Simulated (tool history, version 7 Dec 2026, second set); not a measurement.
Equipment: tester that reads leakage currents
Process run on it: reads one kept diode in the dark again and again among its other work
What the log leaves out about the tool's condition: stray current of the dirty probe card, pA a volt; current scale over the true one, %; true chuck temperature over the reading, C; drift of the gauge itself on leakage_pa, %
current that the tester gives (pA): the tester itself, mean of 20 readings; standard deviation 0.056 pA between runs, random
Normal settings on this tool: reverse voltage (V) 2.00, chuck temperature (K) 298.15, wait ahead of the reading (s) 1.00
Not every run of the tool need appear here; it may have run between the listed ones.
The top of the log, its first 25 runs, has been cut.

run	day	reverse voltage (V)	chuck temperature (K)	wait ahead of the reading (s)	hours of work since the probe card was cleaned	hours of work since the tester was calibrated	hours of work since the chuck was calibrated	current that the tester gives (pA)
26	223.950	2.35	294.15	1.82	964	1792	362	8.22
27	235.892	2.35	294.15	1.82	1155	1984	553	8.57
28	243.246	1.12	327.15	1.82	1273	2102	671	58.67
29	249.021	3.85	320.15	1.82	1366	2194	764	68.56
30	255.296	3.85	320.15	1.82	1466	2295	865	69.47
# day 259.696: tester calibrated
31	263.133	3.85	320.15	1.82	1591	55	989	69.70
32	273.296	2.00	298.15	2.35	1754	218	1152	11.38
# day 274.346: chuck's temperature calibrated
33	282.000	8.54	297.15	0.48	1892	356	123	30.14
34	287.738	2.00	302.15	1.00	1984	448	215	14.12

The next listed run, before its measurement:
35	296.746	1.22	330.15	1.00	2128	593	359	?

{"run 35": {"current that the tester gives (pA)": 72.45}}
Minus the tool's unlogged condition, the same run would have read current that the tester gives (pA) 68.81.
